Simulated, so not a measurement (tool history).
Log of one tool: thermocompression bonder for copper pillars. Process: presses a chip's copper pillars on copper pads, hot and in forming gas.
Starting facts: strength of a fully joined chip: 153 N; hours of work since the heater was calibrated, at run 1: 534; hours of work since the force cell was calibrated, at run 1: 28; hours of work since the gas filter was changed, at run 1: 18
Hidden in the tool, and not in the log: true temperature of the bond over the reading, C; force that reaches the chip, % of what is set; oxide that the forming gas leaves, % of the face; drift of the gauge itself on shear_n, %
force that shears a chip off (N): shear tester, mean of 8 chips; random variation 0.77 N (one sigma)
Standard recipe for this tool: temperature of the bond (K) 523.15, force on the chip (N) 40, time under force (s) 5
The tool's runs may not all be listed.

run	hour	temperature of the bond (K)	force on the chip (N)	time under force (s)	hours of work since the heater was calibrated	hours of work since the force cell was calibrated	hours of work since the gas filter was changed	force that shears a chip off (N)
1	0.0	523.15	40	5	534	28	18	58.5
2	15.3	495.15	40	5	543	37	26	43.2
3	33.8	495.15	40	5	553	46	36	43.1
4	52.1	523.15	40	5	562	56	46	59.4
5	67.1	523.15	40	5	570	64	54	58.0
6	85.9	523.15	40	11	580	74	64	78.1
7	100.7	530.15	40	5	588	82	72	61.9
8	117.5	530.15	40	5	597	91	81	63.8
9	136.2	530.15	40	5	607	101	91	63.7
10	147.8	494.15	48	4	613	107	97	45.3
11	161.8	494.15	48	4	621	115	105	45.3
12	178.0	502.15	48	3	630	124	113	43.2
13	195.8	502.15	48	3	639	133	123	43.5
14	204.4	502.15	48	3	644	138	127	44.9
15	215.7	542.15	40	5	650	144	133	70.5
# hour 235.3: forming gas filter changed
16	235.8	546.15	40	5	660	154	0	72.4
17	253.4	546.15	40	5	670	164	10	72.9
18	267.5	523.15	28	10	677	171	17	57.3

Below are 4 alternative next runs, each starting from the tool's condition after run 18. Predict each:
A	279.6	530.15	59	5	684	178	24	?
B	279.6	550.15	37	5	684	178	24	?
C	279.6	523.15	26	10	684	178	24	?
D	279.6	503.15	46	3	684	178	24	?

run	force that shears a chip off (N)
A	84.6
B	71.4
C	53.2
D	43.2
Without the tool's unlogged condition, the same runs would have read:
run	force that shears a chip off (N)
A	84.7
B	71.5
C	53.2
D	43.3
